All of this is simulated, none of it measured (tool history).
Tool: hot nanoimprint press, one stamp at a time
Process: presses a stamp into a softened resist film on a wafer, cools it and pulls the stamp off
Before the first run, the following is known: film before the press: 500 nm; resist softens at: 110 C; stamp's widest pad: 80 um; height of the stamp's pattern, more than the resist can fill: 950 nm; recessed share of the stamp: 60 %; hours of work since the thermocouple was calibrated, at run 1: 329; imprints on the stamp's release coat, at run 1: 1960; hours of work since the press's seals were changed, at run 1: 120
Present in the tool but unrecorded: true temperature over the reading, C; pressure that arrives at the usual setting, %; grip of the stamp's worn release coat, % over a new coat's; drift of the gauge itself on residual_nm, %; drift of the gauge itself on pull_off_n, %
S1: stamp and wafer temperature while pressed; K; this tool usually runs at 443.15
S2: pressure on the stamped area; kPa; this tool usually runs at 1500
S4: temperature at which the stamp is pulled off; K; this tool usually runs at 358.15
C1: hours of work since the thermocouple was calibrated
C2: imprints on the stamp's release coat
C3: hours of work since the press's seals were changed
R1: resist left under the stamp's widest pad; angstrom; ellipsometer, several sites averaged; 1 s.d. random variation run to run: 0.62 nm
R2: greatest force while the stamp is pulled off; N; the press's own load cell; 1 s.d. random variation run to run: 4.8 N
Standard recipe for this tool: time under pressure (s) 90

Run 1, hour 0: usual settings; C1 329; C2 1960; C3 120. Result: R1 2167 angstrom, R2 392 N.
Run 2, hour 8.4: usual settings; C1 335; C2 2001; C3 127. Result: R1 2172 angstrom, R2 400 N.
Run 3, hour 17.5: usual settings; C1 343; C2 2046; C3 134. Result: R1 2168 angstrom, R2 416 N.
Run 4, hour 29: usual settings; C1 352; C2 2102; C3 143. Result: R1 2167 angstrom, R2 416 N.
Run 5, hour 34.6: usual settings but S4 364.15 K; C1 356; C2 2130; C3 148. Result: R1 2171 angstrom, R2 379 N.
Run 6, hour 42.6: usual settings but S2 1160 kPa; C1 363; C2 2169; C3 154. Result: R1 2407 angstrom, R2 418 N.
Run 7, hour 53.2: usual settings but S2 1160 kPa; C1 371; C2 2221; C3 163. Result: R1 2402 angstrom, R2 430 N.
Run 8, hour 62: usual settings but S2 1160 kPa; C1 378; C2 2264; C3 170. Result: R1 2408 angstrom, R2 426 N.
Run 9, hour 67.9: usual settings; C1 383; C2 2293; C3 174. Result: R1 2160 angstrom, R2 426 N.
Run 10, hour 73.1: usual settings but S2 1770 kPa; C1 387; C2 2318; C3 178. Result: R1 2009 angstrom, R2 435 N.
At hour 78.7: plate thermocouple calibrated.
Run 11, hour 82.5: usual settings but S2 1770 kPa; C1 3; C2 2349; C3 184. Result: R1 2109 angstrom, R2 452 N.
At hour 95.9: stamp cleaned and given a new release coat.
Run 12, hour 98.6: usual settings but S1 445.15 K, S2 1280 kPa, time under pressure (s) 130, S4 348.15 K; C1 11; C2 14; C3 192. Result: R1 1896 angstrom, R2 285 N.
Run 13, hour 109.6: usual settings but S1 450.15 K, S2 2400 kPa, time under pressure (s) 46, S4 361.15 K; C1 20; C2 68; C3 200. Result: R1 1719 angstrom, R2 230 N.
Run 14, hour 114.9: usual settings but S1 450.15 K, S2 2400 kPa, time under pressure (s) 46, S4 361.15 K; C1 24; C2 93; C3 205. Result: R1 1731 angstrom, R2 217 N.
Run 15, hour 122.6: usual settings but S1 450.15 K, S2 1820 kPa, time under pressure (s) 148, S4 361.15 K; C1 30; C2 132; C3 211. Result: R1 1180 angstrom, R2 235 N.
Run 16, hour 133.9: usual settings but S1 450.15 K, S2 1820 kPa, time under pressure (s) 148, S4 361.15 K; C1 39; C2 187; C3 220. Result: R1 1178 angstrom, R2 237 N.
Run 17, hour 144.6: usual settings but S1 450.15 K, S2 1820 kPa, time under pressure (s) 148, S4 361.15 K; C1 48; C2 239; C3 228. Result: R1 1177 angstrom, R2 232 N.
Run 18, hour 152.7: usual settings but S1 454.15 K, S4 363.15 K; C1 54; C2 279; C3 235. Result: R1 1325 angstrom, R2 233 N.
Run 19, hour 158.8: usual settings but S1 444.15 K, S2 1030 kPa, time under pressure (s) 136, S4 348.15 K; C1 59; C2 309; C3 240. Result: R1 2125 angstrom, R2 304 N.
Run 20, hour 164: usual settings but S1 444.15 K, S2 1030 kPa, time under pressure (s) 136, S4 348.15 K; C1 63; C2 334; C3 244. Result: R1 2128 angstrom, R2 311 N.
Run 21, hour 175: usual settings but S1 449.15 K, S4 351.15 K; C1 72; C2 388; C3 253. Result: R1 1682 angstrom, R2 303 N.

For each run, the measured value with the value that run would have given without the tool's hidden condition subtracted. The run-to-run variation is shared by both, the gauge scatter possibly not:
run    R1    R2
  1   -85  +164
  2   -87  +170
  3   -88  +180
  4   -92  +183
  5   -92  +166
  6  -101  +186
  7  -103  +194
  8  -106  +196
  9  -100  +195
 10   -96  +202
 11    +6  +216
 12    +1    +2
 13    +5    +5
 14    +5    +6
 15    +0   +10
 16    -1   +14
 17    -3   +18
 18    -5   +20
 19   -15   +30
 20   -15   +33
 21   -11   +35
